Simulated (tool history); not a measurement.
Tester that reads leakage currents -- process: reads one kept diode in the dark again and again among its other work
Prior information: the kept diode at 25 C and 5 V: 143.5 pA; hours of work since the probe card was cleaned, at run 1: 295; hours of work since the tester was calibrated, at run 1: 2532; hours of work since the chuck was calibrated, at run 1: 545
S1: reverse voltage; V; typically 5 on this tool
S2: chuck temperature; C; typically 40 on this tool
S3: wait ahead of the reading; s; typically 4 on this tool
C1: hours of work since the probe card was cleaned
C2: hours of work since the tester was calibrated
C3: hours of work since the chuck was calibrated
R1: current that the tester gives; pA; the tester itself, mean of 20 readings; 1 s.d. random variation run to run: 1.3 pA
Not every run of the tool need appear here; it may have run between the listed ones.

run,day,S1,S2,S3,C1,C2,C3,R1
1,0,5,40,4,295,2532,545,416.01
2,11.271,5,40,4,460,2698,710,418.75
3,18.812,15.89,40,4,571,2809,821,733.98
4,28.942,15.89,40,4,720,2957,970,737.37
5,35.658,15.89,40,4,818,3056,1068,734.96
6,45.588,15.89,40,4,964,3202,1214,739.34
7,56.104,5,59,4,1118,3356,1369,1401.61
8,61.129,5,59,4,1192,3430,1442,1398.34
9,68.846,1.46,59,4,1305,3543,1556,762.47
10,77.671,5,40,1.18,1435,3673,1685,417.02
# day 82.171: tester calibrated
# day 86.212: chuck's temperature calibrated
11,87.283,5,40,1.18,1574,74,16,417.37
12,98.392,5,40,1.18,1737,237,179,416.91
13,106.8,5,40,1.18,1860,360,302,418.03
# day 108.554: probe card cleaned and baked
14,116.725,5,40,1.18,120,504,446,416
15,126.504,5,40,8.42,264,648,590,415.95
16,132.9,5,37,4,357,742,684,340.19
17,142.279,4.37,37,4,495,879,821,317.89
18,148.825,15,40,4,591,975,917,718.33
19,156.058,15,40,4,697,1082,1024,717.19
20,165.433,15,40,4,835,1219,1161,718.17
21,175.471,15,40,4,982,1367,1309,713.94
22,187.521,15,40,4,1159,1544,1485,716.36
23,197.488,2.34,47,0.5,1306,1690,1632,457.77
24,204.554,5.11,26,4,1409,1794,1735,156.58
# day 209.092: chuck's temperature calibrated
25,210.292,1.43,40,0.57,1492,1877,18,227.16
26,216.938,5,40,0.86,1590,1974,115,417.39
27,227.758,1.14,40,4,1749,2133,274,200.22
28,235.242,4.99,48,2.51,1859,2243,384,706.7
# day 236.921: probe card cleaned and baked
29,240.35,1.7,40,2.22,50,2316,457,244.31
30,249.208,1.53,22,8.17,180,2446,587,63.7
31,258.046,7.26,40,4,310,2576,717,500.82
32,263.704,2.13,30,2.38,393,2659,800,136.44
33,269.025,2.13,52,0.57,471,2737,878,600.4
34,274.117,2.69,47,0.64,546,2812,953,487.36
35,282.079,2.69,47,0.64,663,2929,1070,490.29
36,290.354,2.69,47,0.64,784,3050,1191,487.14
37,296.333,2.69,47,0.64,872,3138,1279,485.75
38,303.017,2.36,40,1.27,970,3236,1377,289.04
39,314.721,18.18,40,4,1142,3408,1549,788.45
40,324.95,1.37,40,4,1292,3558,1699,219.7

Each row is a separate what-if for the run after 40, all from the same tool condition, not one after another. Results?
# day 331.975: chuck's temperature calibrated
A,334.483,1.37,36,3.69,1431,3697,37,?
# day 331.975: chuck's temperature calibrated
B,334.483,1.37,40,2.07,1431,3697,37,?
# day 331.975: chuck's temperature calibrated
C,334.483,5,44,4,1431,3697,37,?

run,R1
A,167.41
B,219.72
C,546.74
With no hidden state in the tool, these same runs would have given:
run,R1
A,167.41
B,219.73
C,546.76
